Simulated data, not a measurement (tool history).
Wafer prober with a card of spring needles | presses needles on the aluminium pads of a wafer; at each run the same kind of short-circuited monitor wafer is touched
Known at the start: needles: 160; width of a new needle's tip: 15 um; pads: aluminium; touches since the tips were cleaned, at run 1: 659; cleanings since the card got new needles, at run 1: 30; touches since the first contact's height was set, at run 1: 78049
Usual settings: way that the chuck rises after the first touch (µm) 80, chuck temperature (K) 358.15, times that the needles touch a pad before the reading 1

| run | hour | way that the chuck rises after the first touch (µm) | chuck temperature (K) | times that the needles touch a pad before the reading | touches since the tips were cleaned | cleanings since the card got new needles | touches since the first contact's height was set | resistance of one needle with its contact and lead (mohm) | way that a needle slides on the pad (µm) |
|---|---|---|---|---|---|---|---|---|---|
| 1 | 0.0 | 80 | 358.15 | 1 | 659 | 30 | 78049 | 185 | 17.50 |
|  | 3.8 | tips cleaned on abrasive film |
|  | 9.6 | tips cleaned on abrasive film |
| 2 | 9.6 | 80 | 358.15 | 1 | 0 | 32 | 81978 | 171 | 17.57 |
|  | 15.6 | tips cleaned on abrasive film |
|  | 18.0 | height of the first contact set anew |
|  | 21.6 | tips cleaned on abrasive film |
| 3 | 26.6 | 80 | 358.15 | 3 | 2095 | 34 | 3587 | 180 | 18.09 |
|  | 27.6 | tips cleaned on abrasive film |
|  | 33.6 | tips cleaned on abrasive film |
| 4 | 34.8 | 80 | 358.15 | 3 | 504 | 36 | 6934 | 174 | 18.11 |
|  | 39.6 | tips cleaned on abrasive film |
|  | 44.8 | tips cleaned on abrasive film |
|  | 51.0 | tips cleaned on abrasive film |
| 5 | 52.0 | 80 | 358.15 | 1 | 393 | 39 | 14026 | 175 | 17.99 |
|  | 56.7 | tips cleaned on abrasive film |
|  | 62.4 | tips cleaned on abrasive film |
| 6 | 63.9 | 80 | 358.15 | 1 | 659 | 41 | 18976 | 187 | 17.97 |
|  | 67.8 | tips cleaned on abrasive film |
|  | 74.0 | tips cleaned on abrasive film |
|  | 80.5 | tips cleaned on abrasive film |
| 7 | 81.5 | 87 | 305.15 | 2 | 431 | 44 | 26224 | 165 | 19.48 |
|  | 86.5 | tips cleaned on abrasive film |
| 8 | 90.2 | 71 | 358.15 | 1 | 1566 | 45 | 29853 | 202 | 15.84 |
|  | 92.9 | tips cleaned on abrasive film |
|  | 98.7 | tips cleaned on abrasive film |
|  | 104.8 | tips cleaned on abrasive film |
| 9 | 105.0 | 72 | 303.15 | 2 | 70 | 48 | 35914 | 163 | 16.04 |
|  | 110.1 | tips cleaned on abrasive film |
|  | 116.6 | tips cleaned on abrasive film |
|  | 122.6 | tips cleaned on abrasive film |
| 10 | 123.0 | 76 | 306.15 | 1 | 155 | 51 | 43351 | 170 | 16.83 |
|  | 128.9 | tips cleaned on abrasive film |
|  | 134.7 | tips cleaned on abrasive film |
| 11 | 137.1 | 61 | 383.15 | 2 | 1023 | 53 | 49212 | 202 | 13.48 |
|  | 140.8 | tips cleaned on abrasive film |
|  | 146.1 | tips cleaned on abrasive film |
| 12 | 147.4 | 65 | 328.15 | 1 | 553 | 55 | 53446 | 185 | 14.38 |

Forecast each of these 3 alternatives for the next run:
|  | 152.0 | tips cleaned on abrasive film |
|  | 157.8 | tips cleaned on abrasive film |
| A | 158.7 | 65 | 328.15 | 2 | 390 | 57 | 58096 | ? | ? |
|  | 152.0 | tips cleaned on abrasive film |
|  | 157.8 | tips cleaned on abrasive film |
| B | 158.7 | 72 | 373.15 | 1 | 390 | 57 | 58096 | ? | ? |
|  | 152.0 | tips cleaned on abrasive film |
|  | 157.8 | tips cleaned on abrasive film |
| C | 158.7 | 93 | 391.15 | 2 | 390 | 57 | 58096 | ? | ? |

| run | resistance of one needle with its contact and lead (mohm) | way that a needle slides on the pad (µm) |
|---|---|---|
| A | 177 | 14.27 |
| B | 185 | 15.87 |
| C | 179 | 20.66 |
Without the tool's hidden state the same runs would have given:
| run | resistance of one needle with its contact and lead (mohm) | way that a needle slides on the pad (µm) |
|---|---|---|
| A | 166 | 14.66 |
| B | 172 | 16.26 |
| C | 174 | 21.04 |

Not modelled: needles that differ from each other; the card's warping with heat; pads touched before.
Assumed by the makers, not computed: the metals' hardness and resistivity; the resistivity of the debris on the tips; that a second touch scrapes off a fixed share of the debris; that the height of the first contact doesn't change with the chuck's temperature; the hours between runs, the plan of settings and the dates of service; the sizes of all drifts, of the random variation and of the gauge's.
